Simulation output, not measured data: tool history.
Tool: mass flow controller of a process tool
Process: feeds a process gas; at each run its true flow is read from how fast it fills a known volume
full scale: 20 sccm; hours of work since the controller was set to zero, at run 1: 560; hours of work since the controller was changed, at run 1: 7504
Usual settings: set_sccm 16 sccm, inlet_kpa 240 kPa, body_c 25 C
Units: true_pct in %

| run | hour | set_sccm | inlet_kpa | body_c | hours of work since the controller was set to zero | hours of work since the controller was changed | true_pct |
|---|---|---|---|---|---|---|---|
| 1 | 0 | 16 | 240 | 25 | 560 | 7504 | 101.59 |
| 2 | 283.5 | 16 | 228 | 25 | 747 | 7692 | 101.6 |
| 3 | 471.8 | 16 | 240 | 32 | 872 | 7816 | 102.33 |
| 4 | 667.7 | 16 | 240 | 21 | 1001 | 7945 | 101.03 |
| 5 | 987.7 | 16 | 240 | 21 | 1212 | 8157 | 101.17 |
| 6 | 1371.6 | 10 | 240 | 25 | 1466 | 8410 | 101.23 |
| 7 | 1635.7 | 10 | 240 | 25 | 1640 | 8585 | 101.26 |
| 8 | 2023.1 | 10 | 240 | 25 | 1896 | 8841 | 101.29 |
| 9 | 2360.2 | 10 | 240 | 25 | 2119 | 9063 | 101.11 |
| 10 | 2656.7 | 10 | 240 | 25 | 2315 | 9259 | 101.24 |
| 11 | 2944.3 | 10 | 240 | 25 | 2505 | 9449 | 101.16 |
| 12 | 3189.2 | 10 | 240 | 28 | 2666 | 9611 | 101.48 |
| 13 | 3454.6 | 16 | 240 | 25 | 2842 | 9786 | 101.62 |
| 14 | 3798.7 | 16 | 240 | 26 | 3069 | 10013 | 101.7 |
| 15 | 4073.3 | 16 | 240 | 26 | 3250 | 10195 | 101.75 |
| 16 | 4414.8 | 9 | 252 | 26 | 3476 | 10420 | 101.12 |
| 17 | 4685 | 9 | 252 | 26 | 3654 | 10599 | 101.2 |
| 18 | 5013.1 | 16 | 150 | 20 | 3871 | 10815 | 100.69 |
| 19 | 5393.3 | 5 | 142 | 25 | 4122 | 11066 | 98.81 |
| 20 | 5616.6 | 18 | 160 | 37 | 4270 | 11214 | 102.59 |
| 21 | 5917.5 | 18 | 160 | 37 | 4468 | 11413 | 102.75 |
| 22 | 6300.1 | 18 | 160 | 37 | 4721 | 11665 | 102.78 |
| 23 | 6556.8 | 8 | 269 | 37 | 4891 | 11835 | 101.85 |
| 24 | 6721.2 | 16 | 242 | 20 | 4999 | 11943 | 101.24 |
|  | 6954.3 | controller exchanged for a calibrated one |
| 25 | 6989 | 6 | 199 | 20 | 23 | 23 | 98.75 |
| 26 | 7233.5 | 6 | 199 | 20 | 184 | 184 | 98.74 |

5 ways to go on from here, each from the tool as it stands after run 26. What would each give?
| A | 7572.5 | 4 | 186 | 21 | 408 | 408 | ? |
| B | 7572.5 | 14 | 253 | 25 | 408 | 408 | ? |
| C | 7572.5 | 6 | 199 | 31 | 408 | 408 | ? |
| D | 7572.5 | 6 | 156 | 20 | 408 | 408 | ? |
| E | 7572.5 | 16 | 182 | 21 | 408 | 408 | ? |

| run | true_pct |
|---|---|
| A | 98.47 |
| B | 99.95 |
| C | 99.85 |
| D | 98.4 |
| E | 98.92 |
Without the tool's hidden state the same runs would have given:
| run | true_pct |
|---|---|
| A | 99 |
| B | 100.17 |
| C | 100.23 |
| D | 98.78 |
| E | 99.13 |
